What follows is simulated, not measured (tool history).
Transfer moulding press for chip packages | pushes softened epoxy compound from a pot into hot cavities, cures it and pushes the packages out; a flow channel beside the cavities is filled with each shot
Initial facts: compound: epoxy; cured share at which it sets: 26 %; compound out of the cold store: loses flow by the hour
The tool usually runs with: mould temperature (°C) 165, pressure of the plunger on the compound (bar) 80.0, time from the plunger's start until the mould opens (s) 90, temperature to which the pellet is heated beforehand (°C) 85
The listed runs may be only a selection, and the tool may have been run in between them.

run	hour	mould temperature (°C)	pressure of the plunger on the compound (bar)	time from the plunger's start until the mould opens (s)	temperature to which the pellet is heated beforehand (°C)	incoming compound's hours out of the cold store	length that the compound runs in the flow channel (mm)	greatest force on the pins that push the packages out (N)
1	0.0	165	80.0	90	85	19.3	527	512
2	16.7	165	80.0	90	85	37.9	490	692
3	33.4	165	80.0	90	85	14.7	543	792
# hour 38.1: cavities cleaned with cleaning compound and waxed
4	53.0	165	80.0	79	85	12.6	549	757
# hour 75.9: cavities cleaned with cleaning compound and waxed
5	85.6	165	80.0	79	85	35.0	490	705
# hour 111.9: cavities cleaned with cleaning compound and waxed
6	121.5	165	80.0	79	85	24.9	512	680
# hour 149.4: cavities cleaned with cleaning compound and waxed
7	154.6	165	80.0	79	85	19.0	519	619
# hour 186.5: cavities cleaned with cleaning compound and waxed
8	186.5	165	80.0	79	85	46.1	461	569
9	210.7	165	80.0	79	85	25.4	506	865
# hour 223.6: cavities cleaned with cleaning compound and waxed
10	228.5	165	80.0	79	85	36.1	478	650
11	250.8	165	80.0	90	85	11.6	537	744
# hour 259.7: cavities cleaned with cleaning compound and waxed
12	267.4	165	80.0	90	85	26.2	497	612
# hour 295.9: cavities cleaned with cleaning compound and waxed
13	301.8	165	84.5	90	85	36.0	488	544
# hour 331.8: cavities cleaned with cleaning compound and waxed
14	337.4	160	73.3	120	84	41.3	456	530
15	357.4	160	73.3	120	84	18.6	498	708
# hour 368.6: cavities cleaned with cleaning compound and waxed
16	377.3	160	73.3	120	84	20.5	490	554
# hour 391.6: plunger's sealing rings changed
17	403.3	164	92.0	85	85	28.7	546	867
# hour 408.9: cavities cleaned with cleaning compound and waxed
18	420.5	164	98.4	75	85	21.7	584	824
19	440.0	165	68.6	104	85	40.1	445	726
# hour 444.7: cavities cleaned with cleaning compound and waxed
20	475.3	165	68.7	104	85	15.7	494	752
# hour 482.2: cavities cleaned with cleaning compound and waxed
21	505.8	165	97.4	96	85	24.0	562	676
# hour 518.1: cavities cleaned with cleaning compound and waxed
# hour 531.1: mould's thermocouples calibrated
22	544.2	165	95.2	105	80	38.0	527	734
# hour 555.6: cavities cleaned with cleaning compound and waxed
23	576.1	165	95.2	105	80	22.6	566	650
# hour 592.7: cavities cleaned with cleaning compound and waxed
24	613.9	166	75.3	114	78	16.6	506	665
# hour 628.2: cavities cleaned with cleaning compound and waxed
25	644.1	157	76.8	77	78	47.3	470	1432
# hour 664.1: cavities cleaned with cleaning compound and waxed
26	664.9	165	80.0	80	85	14.7	530	614

Some steps in length that the compound runs in the flow channel (mm) between neighbouring runs. How much of each would the tool show without its hidden state too (settings, what came in, random variation), and how much is left for the hidden state, with any gauge scatter that isn't in both results?
Hidden state at play: true mould temperature over the reading, C; pressure that reaches the compound, % of what is set; grip of the stained cavities, % over clean ones'; drift of the gauge itself on flow_mm, %; drift of the gauge itself on push_out_n, %.
Run 5 -> 6: cavities cleaned with cleaning compound and waxed. length that the compound runs in the flow channel (mm) +22: hidden state -4, all else +26.
Run 16 -> 17: mould temperature (°C) 160 -> 164, pressure of the plunger on the compound (bar) 73.3 -> 92.0, time from the plunger's start until the mould opens (s) 120 -> 85, temperature to which the pellet is heated beforehand (°C) 84 -> 85, plunger's sealing rings changed. length that the compound runs in the flow channel (mm) +56: hidden state +21, all else +35.
Run 18 -> 19: mould temperature (°C) 164 -> 165, pressure of the plunger on the compound (bar) 98.4 -> 68.6, time from the plunger's start until the mould opens (s) 75 -> 104. length that the compound runs in the flow channel (mm) -139: hidden state +0, all else -139.
Run 20 -> 21: pressure of the plunger on the compound (bar) 68.7 -> 97.4, time from the plunger's start until the mould opens (s) 104 -> 96, cavities cleaned with cleaning compound and waxed. length that the compound runs in the flow channel (mm) +68: hidden state -4, all else +72.

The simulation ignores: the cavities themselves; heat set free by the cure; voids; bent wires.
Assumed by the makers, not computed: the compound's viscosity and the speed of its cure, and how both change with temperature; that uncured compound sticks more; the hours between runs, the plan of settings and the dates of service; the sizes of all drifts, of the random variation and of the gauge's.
